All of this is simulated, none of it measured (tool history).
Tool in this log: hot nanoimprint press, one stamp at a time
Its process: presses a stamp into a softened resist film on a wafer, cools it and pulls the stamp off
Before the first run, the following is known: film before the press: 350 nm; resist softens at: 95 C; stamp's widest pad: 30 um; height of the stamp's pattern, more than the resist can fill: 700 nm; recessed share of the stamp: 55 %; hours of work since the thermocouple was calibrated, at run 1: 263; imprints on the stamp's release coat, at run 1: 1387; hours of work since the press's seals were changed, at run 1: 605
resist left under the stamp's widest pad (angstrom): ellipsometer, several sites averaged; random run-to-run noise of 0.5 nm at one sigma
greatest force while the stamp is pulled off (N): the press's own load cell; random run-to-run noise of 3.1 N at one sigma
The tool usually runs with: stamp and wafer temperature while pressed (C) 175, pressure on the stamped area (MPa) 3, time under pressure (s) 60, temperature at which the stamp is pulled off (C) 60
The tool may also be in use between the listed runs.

run,hour,stamp and wafer temperature while pressed (C),pressure on the stamped area (MPa),time under pressure (s),temperature at which the stamp is pulled off (C),hours of work since the thermocouple was calibrated,imprints on the stamp's release coat,hours of work since the press's seals were changed,resist left under the stamp's widest pad (angstrom),greatest force while the stamp is pulled off (N)
1,0,175,3,60,60,263,1387,605,1592,148
2,72.3,175,3,60,60,306,1613,648,1597,145
# hour 85.3: press's hydraulic seals changed and the load cell set to zero
# hour 94.4: plate thermocouple calibrated
3,157.9,175,3,60,60,38,1846,41,1609,145
4,243.6,175,3,60,60,88,2113,92,1614,145
5,309.3,175,3,60,60,127,2318,131,1606,152
# hour 335.6: stamp cleaned and given a new release coat
6,375.6,175,3,60,60,163,125,167,1617,144
7,449.4,175,3,60,60,207,355,210,1616,147
8,531.3,175,3,60,60,255,611,259,1611,144
9,573,175,3,60,60,280,741,284,1616,148
10,610.8,175,3,60,60,302,859,306,1613,149
# hour 629.5: plate thermocouple calibrated
11,680,175,3,60,60,30,1065,345,1617,148
12,725.4,175,3,74,60,57,1207,372,1500,143
13,806.5,175,3,74,60,105,1460,420,1497,151
14,894,175,3,60,60,157,1733,472,1622,141
15,968.4,175,3,60,60,201,1965,516,1611,142
16,1023.3,175,3,60,60,233,2137,549,1624,151
17,1078.3,175,3,60,60,266,2308,581,1630,146
# hour 1104.3: stamp cleaned and given a new release coat
18,1144.5,173,3.08,49,60,302,125,617,1821,149
# hour 1164.9: plate thermocouple calibrated
# hour 1213.5: press's hydraulic seals changed and the load cell set to zero
19,1213.5,175,3,31,61,24,307,0,2057,139
20,1270.3,175,3,31,61,58,484,34,2045,146
21,1325.6,163,2.33,69,62,90,656,66,2325,141
22,1365.8,168,1.87,35,46,114,782,90,2654,195
23,1446.1,175,3,100,60,162,1032,138,1327,147
24,1532.4,168,3,100,63,213,1302,189,1644,140

Forecast run 25:
25,1574.2,183,2.85,60,50,238,1432,214,?,?

For run 25 the tool returned resist left under the stamp's widest pad (angstrom) 1358, greatest force while the stamp is pulled off (N) 183.
Minus the tool's unlogged condition, the same run would have read resist left under the stamp's widest pad (angstrom) 1334, greatest force while the stamp is pulled off (N) 182.
